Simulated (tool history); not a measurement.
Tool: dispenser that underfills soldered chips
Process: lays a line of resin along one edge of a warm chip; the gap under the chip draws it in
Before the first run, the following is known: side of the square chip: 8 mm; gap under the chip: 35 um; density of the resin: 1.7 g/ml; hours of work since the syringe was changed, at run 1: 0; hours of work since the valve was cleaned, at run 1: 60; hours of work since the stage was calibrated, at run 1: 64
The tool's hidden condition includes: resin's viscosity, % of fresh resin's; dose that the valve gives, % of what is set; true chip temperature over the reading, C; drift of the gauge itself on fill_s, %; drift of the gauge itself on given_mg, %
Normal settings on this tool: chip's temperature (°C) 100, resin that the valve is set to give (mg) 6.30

run	hour	chip's temperature (°C)	resin that the valve is set to give (mg)	hours of work since the syringe was changed	hours of work since the valve was cleaned	hours of work since the stage was calibrated	time until the resin shows at the far edge (s)	resin that the valve gave (mg)
1	0.0	100	6.30	0	60	64	84.8	6.19
2	7.6	100	6.12	5	65	69	111.3	6.08
# hour 8.5: new syringe of resin
# hour 17.4: new syringe of resin
3	17.4	100	6.12	0	71	75	82.6	5.96
4	25.4	100	6.12	5	76	80	109.5	6.02
# hour 26.2: new syringe of resin
5	30.2	100	7.06	3	79	83	96.0	6.93
# hour 35.3: new syringe of resin
6	36.3	100	7.06	1	83	87	83.5	6.88
# hour 44.5: new syringe of resin
7	45.4	100	7.06	1	89	93	83.7	6.92
8	51.6	100	7.03	5	93	97	105.0	6.87
# hour 53.1: new syringe of resin
9	56.9	113	7.69	2	96	100	66.9	7.53
# hour 61.8: new syringe of resin
10	61.8	113	7.69	0	99	103	58.2	7.45
11	68.9	113	7.69	5	103	107	76.0	7.46
# hour 70.9: new syringe of resin
12	77.0	113	7.69	4	108	112	70.6	7.49
# hour 80.0: new syringe of resin
13	81.8	113	7.69	1	111	115	60.9	7.50
# hour 89.0: new syringe of resin
14	90.4	111	7.00	1	117	121	64.4	6.77

Branching from run 14: 3 alternative next runs. What would each branch give?
A	95.7	111	5.78	4	120	124	?	?
B	95.7	90	7.41	4	120	124	?	?
C	95.7	96	7.68	4	120	124	?	?

run	time until the resin shows at the far edge (s)	resin that the valve gave (mg)
A	79.8	5.58
B	134.5	7.17
C	115.2	7.45
What these runs would have given with no unlogged condition in the tool:
run	time until the resin shows at the far edge (s)	resin that the valve gave (mg)
A	63.7	5.78
B	108.0	7.43
C	92.6	7.71
